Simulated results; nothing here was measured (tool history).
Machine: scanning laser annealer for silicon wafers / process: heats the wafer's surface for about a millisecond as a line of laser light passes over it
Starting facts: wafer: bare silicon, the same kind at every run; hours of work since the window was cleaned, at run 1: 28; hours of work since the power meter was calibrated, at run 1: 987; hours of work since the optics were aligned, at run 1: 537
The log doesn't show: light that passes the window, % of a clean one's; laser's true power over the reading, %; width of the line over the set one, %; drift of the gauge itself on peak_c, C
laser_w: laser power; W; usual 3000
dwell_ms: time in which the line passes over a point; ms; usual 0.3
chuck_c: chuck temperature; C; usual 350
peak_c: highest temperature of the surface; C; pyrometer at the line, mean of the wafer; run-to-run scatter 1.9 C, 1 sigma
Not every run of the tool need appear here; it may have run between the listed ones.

run   hour  laser_w  dwell_ms  chuck_c  hours of work since the window was cleaned  hours of work since the power meter was calibrated  hours of work since the optics were aligned  peak_c
  1      0     3000       0.3      350                                          28                                                 987                                          537    1179
  2   58.5     3000       0.3      350                                          72                                                1031                                          581    1173
  3  101.6     3000       0.3      350                                         104                                                1063                                          614    1175
  4  159.2     3000       0.3      350                                         147                                                1107                                          657    1172
  5  200.9     3000       0.3      369                                         179                                                1138                                          689    1187
  6  255.6     3000       0.3      369                                         220                                                1179                                          730    1188
  7  284.4     3000       0.3      369                                         242                                                1201                                          752    1188
  8  311.2     3000     0.292      369                                         262                                                1221                                          772    1175
  9  361.1     3000       0.3      350                                         300                                                1259                                          809    1164
 10  410.5     3000       0.3      363                                         337                                                1296                                          847    1176
 11  436.1     3000       0.3      339                                         356                                                1315                                          866    1151
 12  488.5     3000     0.227      339                                         396                                                1355                                          905    1039
 13  530.1     3000       0.3      350                                         427                                                1386                                          937    1160
 14  568.6     3000       0.3      350                                         456                                                1415                                          966    1158
 15  614.6     3000       0.3      350                                         491                                                1450                                         1001    1159
 16    652     2919     0.235      383                                         519                                                1478                                         1029    1073
 17    703     3000     0.372      332                                         557                                                1517                                         1067    1230
 18  761.1     3075     0.334      323                                         601                                                1560                                         1111    1190
 19  814.4     3000     0.236      390                                         641                                                1600                                         1151    1097

Run 20, settings as shown, results not yet in. Your forecast:
 20  854.3     3000     0.236      388                                         671                                                1630                                         1181       ?

peak_c: 1092 C
Had the tool carried no hidden state, the very same run would have given peak_c 1120 C.

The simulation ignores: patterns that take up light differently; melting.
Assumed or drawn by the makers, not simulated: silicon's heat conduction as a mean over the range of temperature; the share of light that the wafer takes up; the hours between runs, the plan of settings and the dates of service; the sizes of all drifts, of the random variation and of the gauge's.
